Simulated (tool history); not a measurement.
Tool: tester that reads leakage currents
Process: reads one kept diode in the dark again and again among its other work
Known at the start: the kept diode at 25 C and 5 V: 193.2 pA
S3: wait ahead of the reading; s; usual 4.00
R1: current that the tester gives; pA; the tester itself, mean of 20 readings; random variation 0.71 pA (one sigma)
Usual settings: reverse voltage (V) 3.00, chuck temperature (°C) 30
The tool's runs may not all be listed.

run 1 day=0.000 | reverse_voltage_(V)=3.00 chuck_temperature_(°C)=30 S3=4.00 | R1=249.25
run 2 day=1.958 | reverse_voltage_(V)=3.00 chuck_temperature_(°C)=30 S3=4.00 | R1=251.62
run 3 day=3.454 | reverse_voltage_(V)=3.00 chuck_temperature_(°C)=41 S3=4.00 | R1=631.03
run 4 day=4.821 | reverse_voltage_(V)=3.00 chuck_temperature_(°C)=41 S3=4.00 | R1=629.34
run 5 day=5.992 | reverse_voltage_(V)=3.00 chuck_temperature_(°C)=30 S3=4.00 | R1=252.16
run 6 day=7.112 | reverse_voltage_(V)=3.00 chuck_temperature_(°C)=30 S3=4.00 | R1=252.69
run 7 day=8.704 | reverse_voltage_(V)=3.00 chuck_temperature_(°C)=30 S3=4.00 | R1=253.60
run 8 day=10.017 | reverse_voltage_(V)=1.63 chuck_temperature_(°C)=30 S3=4.00 | R1=189.46
run 9 day=11.938 | reverse_voltage_(V)=1.63 chuck_temperature_(°C)=30 S3=4.00 | R1=189.38
run 10 day=13.825 | reverse_voltage_(V)=10.81 chuck_temperature_(°C)=52 S3=0.50 | R1=2810.83
run 11 day=15.454 | reverse_voltage_(V)=10.81 chuck_temperature_(°C)=52 S3=0.50 | R1=2828.40
run 12 day=16.979 | reverse_voltage_(V)=7.70 chuck_temperature_(°C)=43 S3=4.00 | R1=1198.19
run 13 day=18.200 | reverse_voltage_(V)=13.52 chuck_temperature_(°C)=36 S3=0.63 | R1=899.27
run 14 day=20.454 | reverse_voltage_(V)=2.94 chuck_temperature_(°C)=36 S3=3.70 | R1=427.90
run 15 day=22.121 | reverse_voltage_(V)=2.48 chuck_temperature_(°C)=39 S3=3.70 | R1=503.22
run 16 day=24.362 | reverse_voltage_(V)=3.00 chuck_temperature_(°C)=21 S3=4.00 | R1=118.30

Hidden state or all else? Some run-to-run changes of R1, split into what the settings, what came in and random variation would give without the hidden state, and what is left for the hidden state (with any gauge scatter that isn't in both results):
The hidden state here: stray current of the dirty probe card, pA a volt; current scale over the true one, %; true chuck temperature over the reading, C; drift of the gauge itself on leakage_pa, %.
Run 9 -> 10: reverse voltage (V) 1.63 -> 10.81, chuck temperature (°C) 30 -> 52, S3 4.00 -> 0.50. R1 +2621.45 pA: hidden state +165.94, all else +2455.51.
